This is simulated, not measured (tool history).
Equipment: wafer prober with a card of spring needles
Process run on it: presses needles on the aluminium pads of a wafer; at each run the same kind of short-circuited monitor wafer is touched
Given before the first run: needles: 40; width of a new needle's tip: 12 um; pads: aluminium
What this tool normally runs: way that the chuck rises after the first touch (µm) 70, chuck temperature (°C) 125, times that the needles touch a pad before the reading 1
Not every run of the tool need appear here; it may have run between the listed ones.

run   hour  way that the chuck rises after the first touch (µm)  chuck temperature (°C)  times that the needles touch a pad before the reading  resistance of one needle with its contact and lead (mohm)  way that a needle slides on the pad (µm)
  1      0                                                   70                     125                                                      1                                                        143                                     12.95
       2.8  -- tips cleaned on abrasive film
       8.4  -- tips cleaned on abrasive film
      15.3  -- tips cleaned on abrasive film
      22.3  -- tips cleaned on abrasive film
      29.2  -- tips cleaned on abrasive film
      36.2  -- tips cleaned on abrasive film
      43.1  -- tips cleaned on abrasive film
        50  -- tips cleaned on abrasive film
  2   50.3                                                   70                     125                                                      1                                                        134                                      12.9
      55.9  -- tips cleaned on abrasive film
      61.5  -- tips cleaned on abrasive film
      68.4  -- tips cleaned on abrasive film
        74  -- tips cleaned on abrasive film
      80.9  -- tips cleaned on abrasive film
      86.5  -- tips cleaned on abrasive film
      92.1  -- tips cleaned on abrasive film
  3   93.1                                                   70                     125                                                      1                                                        139                                      12.7
      98.7  -- tips cleaned on abrasive film
     105.6  -- tips cleaned on abrasive film
     112.5  -- tips cleaned on abrasive film
  4  114.7                                                   70                      71                                                      1                                                        134                                     12.67
       119  -- tips cleaned on abrasive film
     125.9  -- tips cleaned on abrasive film
     132.8  -- tips cleaned on abrasive film
     139.8  -- tips cleaned on abrasive film
     145.3  -- tips cleaned on abrasive film
     152.3  -- tips cleaned on abrasive film
  5  157.7                                                   70                      71                                                      1                                                        142                                     12.57
     159.2  -- tips cleaned on abrasive film
     164.8  -- tips cleaned on abrasive film
     170.3  -- tips cleaned on abrasive film
     177.3  -- tips cleaned on abrasive film
     184.2  -- tips cleaned on abrasive film
     191.1  -- tips cleaned on abrasive film
  6  194.2                                                   70                     125                                                      2                                                        142                                     12.42
       197  -- tips cleaned on abrasive film
       204  -- tips cleaned on abrasive film
     210.9  -- tips cleaned on abrasive film
     217.8  -- tips cleaned on abrasive film
     223.4  -- tips cleaned on abrasive film
     230.3  -- tips cleaned on abrasive film
     237.3  -- tips cleaned on abrasive film
  7  238.2                                                   53                     125                                                      1                                                        147                                      9.04
     243.8  -- tips cleaned on abrasive film
     250.7  -- tips cleaned on abrasive film
     257.7  -- tips cleaned on abrasive film
     264.6  -- tips cleaned on abrasive film
     271.5  -- tips cleaned on abrasive film
     277.1  -- tips cleaned on abrasive film
  8  282.5                                                   53                     125                                                      1                                                        174                                      8.89
       284  -- tips cleaned on abrasive film
     290.9  -- tips cleaned on abrasive film
     297.8  -- tips cleaned on abrasive film
     302.2  -- height of the first contact set anew
     303.7  -- tips cleaned on abrasive film
     309.3  -- tips cleaned on abrasive film
  9    310                                                   51                     125                                                      1                                                        146                                      9.55
     315.6  -- tips cleaned on abrasive film
     322.5  -- tips cleaned on abrasive film
     328.1  -- tips cleaned on abrasive film
     335.1  -- tips cleaned on abrasive film
     340.6  -- tips cleaned on abrasive film
     347.6  -- tips cleaned on abrasive film
     354.3  -- tips cleaned on abrasive film
 10  354.3                                                   70                     125                                                      1                                                        133                                     12.86
     361.2  -- tips cleaned on abrasive film
     368.2  -- tips cleaned on abrasive film
     375.1  -- tips cleaned on abrasive film
     382.1  -- tips cleaned on abrasive film
       389  -- tips cleaned on abrasive film
 11  390.8                                                   70                     125                                                      1                                                        142                                     12.62
       395  -- tips cleaned on abrasive film
     400.6  -- tips cleaned on abrasive film
     407.5  -- tips cleaned on abrasive film
 12  412.8                                                   54                      59                                                      1                                                        166                                      9.75
     414.3  -- tips cleaned on abrasive film
     421.2  -- tips cleaned on abrasive film
     433.2  -- card fitted with new needles
     438.8  -- tips cleaned on abrasive film
     445.7  -- tips cleaned on abrasive film
     451.3  -- tips cleaned on abrasive film
 13  453.8                                                   54                      43                                                      2                                                        118                                     10.02
       458  -- tips cleaned on abrasive film
       465  -- tips cleaned on abrasive film
     471.9  -- tips cleaned on abrasive film
     478.8  -- tips cleaned on abrasive film
     485.8  -- tips cleaned on abrasive film
     492.7  -- tips cleaned on abrasive film
     498.7  -- tips cleaned on abrasive film
 14  498.7                                                   52                     106                                                      2                                                        126                                       9.5
     505.7  -- tips cleaned on abrasive film
     511.2  -- tips cleaned on abrasive film
     518.2  -- tips cleaned on abrasive film
     525.1  -- tips cleaned on abrasive film
     532.1  -- tips cleaned on abrasive film
       539  -- tips cleaned on abrasive film
 15  539.7                                                   52                     106                                                      2                                                        128                                      9.39
     545.3  -- tips cleaned on abrasive film
     552.2  -- tips cleaned on abrasive film
     559.2  -- tips cleaned on abrasive film
     566.1  -- tips cleaned on abrasive film
 16  570.1                                                   52                     106                                                      2                                                        135                                      9.26
     572.9  -- tips cleaned on abrasive film
     578.5  -- tips cleaned on abrasive film
     585.4  -- tips cleaned on abrasive film
     592.4  -- tips cleaned on abrasive film
     599.3  -- tips cleaned on abrasive film
 17  602.6                                                   52                     106                                                      2                                                        135                                      9.23

Estimate the outcome of run 18 from the log above:
     605.4  -- tips cleaned on abrasive film
      611  -- tips cleaned on abrasive film
     617.9  -- tips cleaned on abrasive film
     623.5  -- tips cleaned on abrasive film
 18   625                                                   63                     125                                                      1                                                          ?                                         ?

{"run 18": {"resistance of one needle with its contact and lead (mohm)": 131, "way that a needle slides on the pad (µm)": 11.17}}
On a tool with no hidden condition, and with the same random variation, this run would have come out at resistance of one needle with its contact and lead (mohm) 127, way that a needle slides on the pad (µm) 11.73.
